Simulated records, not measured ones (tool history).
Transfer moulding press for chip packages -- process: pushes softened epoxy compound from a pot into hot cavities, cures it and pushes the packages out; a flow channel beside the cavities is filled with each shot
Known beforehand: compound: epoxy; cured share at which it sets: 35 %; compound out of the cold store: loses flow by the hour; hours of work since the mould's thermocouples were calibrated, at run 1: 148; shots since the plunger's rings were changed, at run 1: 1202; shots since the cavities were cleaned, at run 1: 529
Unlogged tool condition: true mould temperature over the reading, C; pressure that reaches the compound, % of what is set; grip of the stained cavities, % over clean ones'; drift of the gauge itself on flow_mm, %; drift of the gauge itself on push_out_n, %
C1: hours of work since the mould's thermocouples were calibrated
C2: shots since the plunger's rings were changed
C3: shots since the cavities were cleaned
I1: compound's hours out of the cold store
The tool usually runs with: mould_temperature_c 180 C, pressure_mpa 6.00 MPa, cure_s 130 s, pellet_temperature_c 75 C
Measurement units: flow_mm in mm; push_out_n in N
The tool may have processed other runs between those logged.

{"run": 1, "day": 0.0, "mould_temperature_c": 180, "pressure_mpa": 6.0, "cure_s": 130, "pellet_temperature_c": 75, "C1": 148, "C2": 1202, "C3": 529, "I1": 33.9, "flow_mm": 644, "push_out_n": 202}
{"run": 2, "day": 0.404, "mould_temperature_c": 180, "pressure_mpa": 6.36, "cure_s": 130, "pellet_temperature_c": 75, "C1": 153, "C2": 1270, "C3": 597, "I1": 40.2, "flow_mm": 648, "push_out_n": 196}
{"run": 3, "day": 0.825, "mould_temperature_c": 180, "pressure_mpa": 6.36, "cure_s": 130, "pellet_temperature_c": 75, "C1": 158, "C2": 1342, "C3": 669, "I1": 10.4, "flow_mm": 732, "push_out_n": 208}
{"run": 4, "day": 1.033, "mould_temperature_c": 180, "pressure_mpa": 6.36, "cure_s": 142, "pellet_temperature_c": 75, "C1": 160, "C2": 1377, "C3": 704, "I1": 21.8, "flow_mm": 695, "push_out_n": 192}
{"run": 5, "day": 1.262, "mould_temperature_c": 180, "pressure_mpa": 5.55, "cure_s": 130, "pellet_temperature_c": 75, "C1": 163, "C2": 1416, "C3": 743, "I1": 15.6, "flow_mm": 669, "push_out_n": 207}
{"run": 6, "day": 1.642, "mould_temperature_c": 180, "pressure_mpa": 5.55, "cure_s": 130, "pellet_temperature_c": 75, "C1": 167, "C2": 1479, "C3": 806, "I1": 38.7, "flow_mm": 605, "push_out_n": 198}
{"run": 7, "day": 1.85, "mould_temperature_c": 180, "pressure_mpa": 5.55, "cure_s": 130, "pellet_temperature_c": 75, "C1": 170, "C2": 1515, "C3": 842, "I1": 19.9, "flow_mm": 655, "push_out_n": 201}
{"run": 8, "day": 2.092, "mould_temperature_c": 180, "pressure_mpa": 5.91, "cure_s": 130, "pellet_temperature_c": 75, "C1": 173, "C2": 1556, "C3": 883, "I1": 27.8, "flow_mm": 655, "push_out_n": 191}
{"run": 9, "day": 2.412, "mould_temperature_c": 180, "pressure_mpa": 5.91, "cure_s": 130, "pellet_temperature_c": 75, "C1": 177, "C2": 1610, "C3": 937, "I1": 19.3, "flow_mm": 682, "push_out_n": 199}
{"day": 2.662, "done": "cavities cleaned with cleaning compound and waxed"}
{"run": 10, "day": 2.862, "mould_temperature_c": 180, "pressure_mpa": 6.0, "cure_s": 130, "pellet_temperature_c": 67, "C1": 181, "C2": 1676, "C3": 34, "I1": 42.2, "flow_mm": 623, "push_out_n": 197}
{"run": 11, "day": 3.238, "mould_temperature_c": 180, "pressure_mpa": 6.0, "cure_s": 130, "pellet_temperature_c": 67, "C1": 186, "C2": 1739, "C3": 97, "I1": 27.3, "flow_mm": 660, "push_out_n": 199}
{"run": 12, "day": 3.658, "mould_temperature_c": 180, "pressure_mpa": 6.0, "cure_s": 130, "pellet_temperature_c": 67, "C1": 191, "C2": 1810, "C3": 168, "I1": 14.6, "flow_mm": 699, "push_out_n": 209}
{"run": 13, "day": 3.854, "mould_temperature_c": 180, "pressure_mpa": 6.0, "cure_s": 130, "pellet_temperature_c": 67, "C1": 193, "C2": 1843, "C3": 201, "I1": 10.4, "flow_mm": 714, "push_out_n": 208}
{"run": 14, "day": 4.183, "mould_temperature_c": 180, "pressure_mpa": 6.0, "cure_s": 130, "pellet_temperature_c": 67, "C1": 197, "C2": 1899, "C3": 257, "I1": 47.2, "flow_mm": 611, "push_out_n": 198}
{"run": 15, "day": 4.45, "mould_temperature_c": 179, "pressure_mpa": 4.59, "cure_s": 130, "pellet_temperature_c": 69, "C1": 200, "C2": 1944, "C3": 302, "I1": 17.7, "flow_mm": 612, "push_out_n": 208}
{"run": 16, "day": 4.688, "mould_temperature_c": 176, "pressure_mpa": 5.65, "cure_s": 159, "pellet_temperature_c": 75, "C1": 203, "C2": 1984, "C3": 342, "I1": 21.4, "flow_mm": 676, "push_out_n": 197}
{"run": 17, "day": 4.958, "mould_temperature_c": 176, "pressure_mpa": 7.03, "cure_s": 159, "pellet_temperature_c": 72, "C1": 206, "C2": 2030, "C3": 388, "I1": 26.7, "flow_mm": 737, "push_out_n": 197}
{"run": 18, "day": 5.138, "mould_temperature_c": 180, "pressure_mpa": 5.34, "cure_s": 130, "pellet_temperature_c": 75, "C1": 209, "C2": 2060, "C3": 418, "I1": 41.0, "flow_mm": 592, "push_out_n": 193}
{"run": 19, "day": 5.396, "mould_temperature_c": 177, "pressure_mpa": 4.88, "cure_s": 168, "pellet_temperature_c": 67, "C1": 212, "C2": 2104, "C3": 462, "I1": 12.1, "flow_mm": 654, "push_out_n": 199}
{"run": 20, "day": 5.596, "mould_temperature_c": 177, "pressure_mpa": 4.88, "cure_s": 168, "pellet_temperature_c": 67, "C1": 214, "C2": 2138, "C3": 496, "I1": 8.5, "flow_mm": 664, "push_out_n": 203}
{"run": 21, "day": 5.771, "mould_temperature_c": 179, "pressure_mpa": 4.96, "cure_s": 168, "pellet_temperature_c": 67, "C1": 216, "C2": 2167, "C3": 525, "I1": 24.1, "flow_mm": 614, "push_out_n": 187}
{"run": 22, "day": 5.992, "mould_temperature_c": 176, "pressure_mpa": 4.96, "cure_s": 135, "pellet_temperature_c": 67, "C1": 219, "C2": 2205, "C3": 563, "I1": 24.5, "flow_mm": 625, "push_out_n": 215}
{"run": 23, "day": 6.225, "mould_temperature_c": 185, "pressure_mpa": 4.96, "cure_s": 135, "pellet_temperature_c": 73, "C1": 222, "C2": 2244, "C3": 602, "I1": 8.2, "flow_mm": 634, "push_out_n": 184}
{"run": 24, "day": 6.617, "mould_temperature_c": 175, "pressure_mpa": 6.0, "cure_s": 130, "pellet_temperature_c": 75, "C1": 226, "C2": 2310, "C3": 668, "I1": 32.3, "flow_mm": 669, "push_out_n": 245}
{"run": 25, "day": 6.975, "mould_temperature_c": 187, "pressure_mpa": 4.59, "cure_s": 135, "pellet_temperature_c": 75, "C1": 231, "C2": 2371, "C3": 729, "I1": 36.5, "flow_mm": 536, "push_out_n": 195}
{"run": 26, "day": 7.383, "mould_temperature_c": 187, "pressure_mpa": 4.59, "cure_s": 135, "pellet_temperature_c": 75, "C1": 236, "C2": 2440, "C3": 798, "I1": 46.4, "flow_mm": 511, "push_out_n": 189}
{"run": 27, "day": 7.554, "mould_temperature_c": 180, "pressure_mpa": 6.0, "cure_s": 130, "pellet_temperature_c": 73, "C1": 238, "C2": 2469, "C3": 827, "I1": 42.5, "flow_mm": 621, "push_out_n": 198}
{"run": 28, "day": 7.908, "mould_temperature_c": 184, "pressure_mpa": 6.78, "cure_s": 142, "pellet_temperature_c": 74, "C1": 242, "C2": 2529, "C3": 887, "I1": 9.3, "flow_mm": 746, "push_out_n": 192}

4 ways to go on from here, each from the tool as it stands after run 28. What would each give?
{"run": "A", "day": 8.304, "mould_temperature_c": 184, "pressure_mpa": 6.78, "cure_s": 142, "pellet_temperature_c": 74, "C1": 247, "C2": 2596, "C3": 954, "I1": 38.8, "flow_mm": "?", "push_out_n": "?"}
{"run": "B", "day": 8.304, "mould_temperature_c": 180, "pressure_mpa": 6.0, "cure_s": 139, "pellet_temperature_c": 75, "C1": 247, "C2": 2596, "C3": 954, "I1": 37.0, "flow_mm": "?", "push_out_n": "?"}
{"run": "C", "day": 8.304, "mould_temperature_c": 180, "pressure_mpa": 5.23, "cure_s": 128, "pellet_temperature_c": 75, "C1": 247, "C2": 2596, "C3": 954, "I1": 9.6, "flow_mm": "?", "push_out_n": "?"}
{"run": "D", "day": 8.304, "mould_temperature_c": 179, "pressure_mpa": 6.0, "cure_s": 130, "pellet_temperature_c": 75, "C1": 247, "C2": 2596, "C3": 954, "I1": 34.3, "flow_mm": "?", "push_out_n": "?"}

run=A flow_mm=654 push_out_n=199
run=B flow_mm=635 push_out_n=195
run=C flow_mm=664 push_out_n=206
run=D flow_mm=651 push_out_n=201
With no hidden state in the tool, these same runs would have given:
run=A flow_mm=655 push_out_n=195
run=B flow_mm=636 push_out_n=192
run=C flow_mm=665 push_out_n=202
run=D flow_mm=651 push_out_n=197
